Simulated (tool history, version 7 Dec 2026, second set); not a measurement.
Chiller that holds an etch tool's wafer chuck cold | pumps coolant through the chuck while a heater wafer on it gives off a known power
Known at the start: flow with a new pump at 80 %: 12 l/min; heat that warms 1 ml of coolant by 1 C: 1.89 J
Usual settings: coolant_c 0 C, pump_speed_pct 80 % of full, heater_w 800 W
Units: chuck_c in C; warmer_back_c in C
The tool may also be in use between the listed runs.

Run 1, hour 0.0: usual settings. Result: chuck_c 6.06 C, warmer_back_c 2.08 C.
Run 2, hour 21.8: usual settings. Result: chuck_c 6.12 C, warmer_back_c 2.14 C.
Run 3, hour 52.4: usual settings. Result: chuck_c 5.83 C, warmer_back_c 2.14 C.
Run 4, hour 80.1: usual settings. Result: chuck_c 6.03 C, warmer_back_c 2.12 C.
Run 5, hour 95.2: usual settings. Result: chuck_c 6.08 C, warmer_back_c 2.07 C.
Run 6, hour 115.7: usual settings but heater_w 892 W. Result: chuck_c 6.80 C, warmer_back_c 2.33 C.
Run 7, hour 131.5: usual settings. Result: chuck_c 6.02 C, warmer_back_c 2.11 C.
Run 8, hour 157.5: usual settings. Result: chuck_c 6.09 C, warmer_back_c 2.15 C.
Run 9, hour 177.8: usual settings but heater_w 603 W. Result: chuck_c 4.44 C, warmer_back_c 1.60 C.
Run 10, hour 203.9: usual settings but pump_speed_pct 93 % of full. Result: chuck_c 5.30 C, warmer_back_c 1.79 C.
Run 11, hour 230.5: usual settings but pump_speed_pct 86 % of full. Result: chuck_c 5.66 C, warmer_back_c 1.92 C.
Run 12, hour 254.5: usual settings but coolant_c 3 C, pump_speed_pct 86 % of full. Result: chuck_c 8.68 C, warmer_back_c 1.94 C.
Run 13, hour 267.7: usual settings but coolant_c 3 C, pump_speed_pct 86 % of full. Result: chuck_c 8.62 C, warmer_back_c 1.95 C.
Run 14, hour 299.9: usual settings but coolant_c 3 C, pump_speed_pct 86 % of full. Result: chuck_c 8.80 C, warmer_back_c 1.98 C.
Run 15, hour 314.4: usual settings but coolant_c 7 C. Result: chuck_c 13.05 C, warmer_back_c 2.15 C.
Run 16, hour 334.4: usual settings but coolant_c 7 C. Result: chuck_c 13.10 C, warmer_back_c 2.10 C.
Run 17, hour 363.0: usual settings but coolant_c -9 C, pump_speed_pct 64 % of full, heater_w 1058 W. Result: chuck_c 0.43 C, warmer_back_c 3.55 C.
Run 18, hour 378.2: usual settings but coolant_c -5 C, pump_speed_pct 88 % of full, heater_w 787 W. Result: chuck_c 0.52 C, warmer_back_c 1.85 C.
Run 19, hour 406.8: usual settings but coolant_c 1 C, pump_speed_pct 69 % of full, heater_w 450 W. Result: chuck_c 4.79 C, warmer_back_c 1.40 C.
Run 20, hour 437.5: usual settings but coolant_c -6 C, pump_speed_pct 82 % of full, heater_w 411 W. Result: chuck_c -3.06 C, warmer_back_c 1.07 C.
Run 21, hour 459.3: usual settings but coolant_c -6 C, pump_speed_pct 82 % of full, heater_w 411 W. Result: chuck_c -3.00 C, warmer_back_c 1.06 C.
Run 22, hour 489.8: usual settings but coolant_c -6 C, pump_speed_pct 82 % of full, heater_w 411 W. Result: chuck_c -3.02 C, warmer_back_c 1.05 C.
Run 23, hour 515.1: usual settings but coolant_c -1 C, heater_w 1106 W. Result: chuck_c 7.58 C, warmer_back_c 2.92 C.
Run 24, hour 537.8: usual settings but coolant_c -8 C, pump_speed_pct 71 % of full, heater_w 443 W. Result: chuck_c -4.72 C, warmer_back_c 1.32 C.
Run 25, hour 554.0: usual settings but coolant_c -8 C, pump_speed_pct 71 % of full, heater_w 443 W. Result: chuck_c -4.43 C, warmer_back_c 1.35 C.
Run 26, hour 581.3: usual settings but coolant_c -8 C, pump_speed_pct 71 % of full, heater_w 443 W. Result: chuck_c -4.48 C, warmer_back_c 1.33 C.
Run 27, hour 601.4: usual settings but coolant_c -8 C, pump_speed_pct 71 % of full, heater_w 443 W. Result: chuck_c -4.46 C, warmer_back_c 1.36 C.
Run 28, hour 621.1: usual settings but coolant_c 7 C, pump_speed_pct 78 % of full, heater_w 767 W. Result: chuck_c 12.84 C, warmer_back_c 2.09 C.
Run 29, hour 640.3: usual settings but coolant_c -3 C, pump_speed_pct 91 % of full, heater_w 624 W. Result: chuck_c 1.02 C, warmer_back_c 1.46 C.
Run 30, hour 668.3: usual settings but coolant_c -3 C, pump_speed_pct 91 % of full, heater_w 624 W. Result: chuck_c 1.29 C, warmer_back_c 1.45 C.
Run 31, hour 689.0: usual settings but coolant_c -3 C, pump_speed_pct 92 % of full, heater_w 624 W. Result: chuck_c 1.16 C, warmer_back_c 1.44 C.

4 ways to go on from here, each from the tool as it stands after run 31. What would each give?
Run A, hour 708.0: usual settings but coolant_c -3 C, pump_speed_pct 78 % of full, heater_w 624 W. Result: chuck_c ?, warmer_back_c ?.
Run B, hour 708.0: usual settings but coolant_c -3 C, pump_speed_pct 77 % of full, heater_w 829 W. Result: chuck_c ?, warmer_back_c ?.
Run C, hour 708.0: usual settings but coolant_c 7 C, pump_speed_pct 70 % of full, heater_w 444 W. Result: chuck_c ?, warmer_back_c ?.
Run D, hour 708.0: usual settings but pump_speed_pct 93 % of full, heater_w 730 W. Result: chuck_c ?, warmer_back_c ?.

run  chuck_c  warmer_back_c
  A     1.96           1.72
  B     3.63           2.28
  C    10.82           1.33
  D     4.85           1.64
Without the tool's hidden state the same runs would have given:
run  chuck_c  warmer_back_c
  A     1.55           1.70
  B     3.02           2.25
  C    10.55           1.32
  D     4.42           1.63
